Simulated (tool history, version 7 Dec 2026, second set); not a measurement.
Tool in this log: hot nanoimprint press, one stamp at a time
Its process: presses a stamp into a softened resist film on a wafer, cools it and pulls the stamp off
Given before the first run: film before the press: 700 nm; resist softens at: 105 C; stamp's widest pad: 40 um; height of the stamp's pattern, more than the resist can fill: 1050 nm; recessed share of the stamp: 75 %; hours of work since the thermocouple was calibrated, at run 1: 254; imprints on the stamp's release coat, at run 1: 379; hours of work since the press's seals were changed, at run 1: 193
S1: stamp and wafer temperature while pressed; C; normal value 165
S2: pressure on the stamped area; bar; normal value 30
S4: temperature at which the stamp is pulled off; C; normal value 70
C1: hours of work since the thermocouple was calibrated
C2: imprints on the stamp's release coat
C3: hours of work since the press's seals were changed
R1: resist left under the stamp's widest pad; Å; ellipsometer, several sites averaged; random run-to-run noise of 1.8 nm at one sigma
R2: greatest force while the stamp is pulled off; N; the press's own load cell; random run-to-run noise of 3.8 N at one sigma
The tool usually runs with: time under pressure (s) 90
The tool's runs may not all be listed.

run 1 hour=0 | S1=165 S2=30 time_under_pressure_(s)=90 S4=70 | C1=254 C2=379 C3=193 | R1=3638 R2=232
run 2 hour=43.2 | S1=165 S2=30 time_under_pressure_(s)=62 S4=70 | C1=287 C2=517 C3=226 | R1=4089 R2=228
run 3 hour=84.1 | S1=165 S2=30 time_under_pressure_(s)=62 S4=70 | C1=319 C2=647 C3=258 | R1=4090 R2=223
run 4 hour=137.4 | S1=165 S2=30 time_under_pressure_(s)=62 S4=70 | C1=360 C2=817 C3=299 | R1=4129 R2=226
run 5 hour=183.5 | S1=165 S2=30 time_under_pressure_(s)=62 S4=70 | C1=396 C2=964 C3=335 | R1=4142 R2=223
-- hour=208.6 stamp cleaned and given a new release coat
run 6 hour=238.6 | S1=165 S2=30 time_under_pressure_(s)=62 S4=70 | C1=434 C2=95 C3=373 | R1=4147 R2=227
run 7 hour=281.6 | S1=165 S2=30 time_under_pressure_(s)=62 S4=70 | C1=468 C2=232 C3=407 | R1=4141 R2=226
-- hour=288.2 plate thermocouple calibrated
run 8 hour=320.4 | S1=165 S2=30 time_under_pressure_(s)=62 S4=70 | C1=25 C2=346 C3=435 | R1=4143 R2=228
run 9 hour=351.6 | S1=165 S2=30 time_under_pressure_(s)=62 S4=70 | C1=49 C2=446 C3=459 | R1=4154 R2=227
run 10 hour=400.2 | S1=165 S2=30 time_under_pressure_(s)=62 S4=70 | C1=87 C2=600 C3=496 | R1=4148 R2=218
run 11 hour=448.1 | S1=162 S2=29.9 time_under_pressure_(s)=90 S4=70 | C1=124 C2=753 C3=534 | R1=4317 R2=234
run 12 hour=479.1 | S1=162 S2=29.9 time_under_pressure_(s)=90 S4=70 | C1=148 C2=852 C3=558 | R1=4334 R2=231
run 13 hour=514.6 | S1=159 S2=29.9 time_under_pressure_(s)=90 S4=76 | C1=176 C2=965 C3=585 | R1=4911 R2=211
-- hour=539.3 stamp cleaned and given a new release coat
run 14 hour=573 | S1=164 S2=22.8 time_under_pressure_(s)=74 S4=69 | C1=217 C2=107 C3=626 | R1=4559 R2=226
run 15 hour=619.6 | S1=158 S2=30 time_under_pressure_(s)=111 S4=70 | C1=253 C2=256 C3=662 | R1=4874 R2=225

Run 16 is up next; what results do you expect?
-- hour=637.9 press's hydraulic seals changed and the load cell set to zero
run 16 hour=672.7 | S1=163 S2=30 time_under_pressure_(s)=48 S4=70 | C1=288 C2=399 C3=27 | R1=? R2=?

{"run 16": {"R1": 4920, "R2": 233}}
If the tool had no hidden condition, the same run with the same run-to-run variation would have returned R1 4794 Å, R2 232 N.

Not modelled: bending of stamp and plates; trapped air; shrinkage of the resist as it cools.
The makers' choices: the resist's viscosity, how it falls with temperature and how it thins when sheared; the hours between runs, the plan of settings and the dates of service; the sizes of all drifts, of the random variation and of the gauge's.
